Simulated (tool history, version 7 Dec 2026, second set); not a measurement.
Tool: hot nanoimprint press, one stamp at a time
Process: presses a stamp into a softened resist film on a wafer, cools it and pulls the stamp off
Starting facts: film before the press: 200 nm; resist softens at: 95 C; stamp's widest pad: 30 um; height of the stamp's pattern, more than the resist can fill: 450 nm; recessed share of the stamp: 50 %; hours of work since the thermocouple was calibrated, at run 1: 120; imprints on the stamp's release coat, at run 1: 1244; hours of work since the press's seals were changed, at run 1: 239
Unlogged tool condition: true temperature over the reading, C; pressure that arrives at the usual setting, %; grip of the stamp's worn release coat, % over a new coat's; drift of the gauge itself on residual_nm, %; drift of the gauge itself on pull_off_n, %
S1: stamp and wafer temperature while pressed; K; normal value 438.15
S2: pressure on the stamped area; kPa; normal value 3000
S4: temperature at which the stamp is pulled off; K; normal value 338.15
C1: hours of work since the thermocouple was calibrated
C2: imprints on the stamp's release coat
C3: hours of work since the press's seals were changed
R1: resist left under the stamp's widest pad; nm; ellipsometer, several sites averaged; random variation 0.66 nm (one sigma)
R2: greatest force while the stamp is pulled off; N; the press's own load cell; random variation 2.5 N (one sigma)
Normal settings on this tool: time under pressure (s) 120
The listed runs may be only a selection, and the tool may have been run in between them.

Run 1, hour 0: usual settings; C1 120; C2 1244; C3 239. Result: R1 72.2 nm, R2 164 N.
Run 2, hour 64: usual settings; C1 153; C2 1468; C3 271. Result: R1 74 nm, R2 170 N.
At hour 131.8: stamp cleaned and given a new release coat.
Run 3, hour 132.1: usual settings; C1 185; C2 2; C3 303. Result: R1 75.9 nm, R2 115 N.
Run 4, hour 186.3: usual settings but time under pressure (s) 137; C1 212; C2 191; C3 330. Result: R1 71.3 nm, R2 121 N.
Run 5, hour 243.4: usual settings but time under pressure (s) 137; C1 241; C2 390; C3 359. Result: R1 70.1 nm, R2 129 N.
Run 6, hour 334.9: usual settings but time under pressure (s) 137; C1 287; C2 710; C3 406. Result: R1 72.4 nm, R2 144 N.
Run 7, hour 412.9: usual settings but time under pressure (s) 137; C1 327; C2 982; C3 445. Result: R1 71.3 nm, R2 147 N.
Run 8, hour 499.2: usual settings; C1 371; C2 1283; C3 489. Result: R1 76.9 nm, R2 156 N.
Run 9, hour 556.3: usual settings; C1 400; C2 1482; C3 518. Result: R1 77.7 nm, R2 171 N.
At hour 620.1: stamp cleaned and given a new release coat.
Run 10, hour 663.4: usual settings but S4 324.15 K; C1 451; C2 152; C3 570. Result: R1 76.7 nm, R2 129 N.
At hour 708.5: plate thermocouple calibrated.
Run 11, hour 733.1: usual settings but S4 324.15 K; C1 12; C2 385; C3 603. Result: R1 73.7 nm, R2 144 N.
At hour 803.6: press's hydraulic seals changed and the load cell set to zero.
Run 12, hour 806.4: usual settings but time under pressure (s) 177; C1 46; C2 612; C3 1. Result: R1 60.9 nm, R2 133 N.
Run 13, hour 855.3: usual settings but S2 4080 kPa; C1 71; C2 783; C3 26. Result: R1 61.8 nm, R2 140 N.
Run 14, hour 920.4: usual settings but S1 437.15 K, S2 2370 kPa, time under pressure (s) 63, S4 336.15 K; C1 104; C2 1011; C3 59. Result: R1 107.5 nm, R2 156 N.
Run 15, hour 969.9: usual settings but S1 446.15 K, S2 2370 kPa, time under pressure (s) 63, S4 341.15 K; C1 129; C2 1183; C3 84. Result: R1 81.4 nm, R2 155 N.
Run 16, hour 1067.3: usual settings but S1 446.15 K, S2 2370 kPa, time under pressure (s) 63, S4 341.15 K; C1 178; C2 1523; C3 134. Result: R1 83.1 nm, R2 175 N.
At hour 1118.8: stamp cleaned and given a new release coat.
Run 17, hour 1128.2: usual settings but S1 446.15 K, S2 2370 kPa, time under pressure (s) 63, S4 341.15 K; C1 206; C2 33; C3 162. Result: R1 83.8 nm, R2 115 N.
Run 18, hour 1203.6: usual settings but S1 434.15 K, S2 2330 kPa, S4 324.15 K; C1 244; C2 296; C3 200. Result: R1 94.2 nm, R2 141 N.
Run 19, hour 1260.1: usual settings but time under pressure (s) 149, S4 326.15 K; C1 273; C2 494; C3 229. Result: R1 68.1 nm, R2 142 N.
Run 20, hour 1332.9: usual settings but time under pressure (s) 149, S4 326.15 K; C1 310; C2 748; C3 266. Result: R1 68.8 nm, R2 148 N.
Run 21, hour 1434.1: usual settings but S1 449.15 K, S2 2000 kPa, time under pressure (s) 149, S4 343.15 K; C1 361; C2 1101; C3 317. Result: R1 58.7 nm, R2 148 N.
Run 22, hour 1503.2: usual settings but S2 4380 kPa, S4 344.15 K; C1 396; C2 1342; C3 352. Result: R1 65.3 nm, R2 157 N.
Run 23, hour 1551.8: usual settings but S2 3440 kPa, time under pressure (s) 114; C1 421; C2 1512; C3 377. Result: R1 73.8 nm, R2 167 N.
At hour 1608.4: stamp cleaned and given a new release coat.
Run 24, hour 1650.3: usual settings but S2 3440 kPa, time under pressure (s) 114; C1 468; C2 146; C3 424. Result: R1 74.2 nm, R2 122 N.
At hour 1661.5: plate thermocouple calibrated.
Run 25, hour 1750.1: usual settings but S2 3440 kPa, time under pressure (s) 114; C1 45; C2 484; C3 473. Result: R1 69.6 nm, R2 134 N.
Run 26, hour 1799.1: usual settings but S1 428.15 K, S2 2550 kPa, S4 342.15 K; C1 70; C2 655; C3 498. Result: R1 110.7 nm, R2 129 N.

Consider 5 possible next runs. They are alternatives, not a sequence: every one starts from the tool as it was left by run 26. What does each give?
Run A, hour 1880.7: usual settings but S1 442.15 K, S2 2550 kPa, S4 342.15 K; C1 111; C2 940; C3 539. Result: R1 ?, R2 ?.
Run B, hour 1880.7: usual settings but S1 447.15 K, S2 2550 kPa, time under pressure (s) 63, S4 342.15 K; C1 111; C2 940; C3 539. Result: R1 ?, R2 ?.
Run C, hour 1880.7: usual settings but S2 1890 kPa, time under pressure (s) 66, S4 327.15 K; C1 111; C2 940; C3 539. Result: R1 ?, R2 ?.
Run D, hour 1880.7: usual settings but S1 429.15 K, S2 2460 kPa, time under pressure (s) 149; C1 111; C2 940; C3 539. Result: R1 ?, R2 ?.
Run E, hour 1880.7: usual settings but S1 428.15 K, S2 2550 kPa, S4 333.15 K; C1 111; C2 940; C3 539. Result: R1 ?, R2 ?.

run     R1   R2
  A   68.4  141
  B   78.2  143
  C  112.5  154
  D  102.2  149
  E  111.3  152
Without the tool's unlogged condition, the same runs would have read:
run     R1   R2
  A   66.3  108
  B   76.1  109
  C  110.1  118
  D   99.3  114
  E  108.3  117
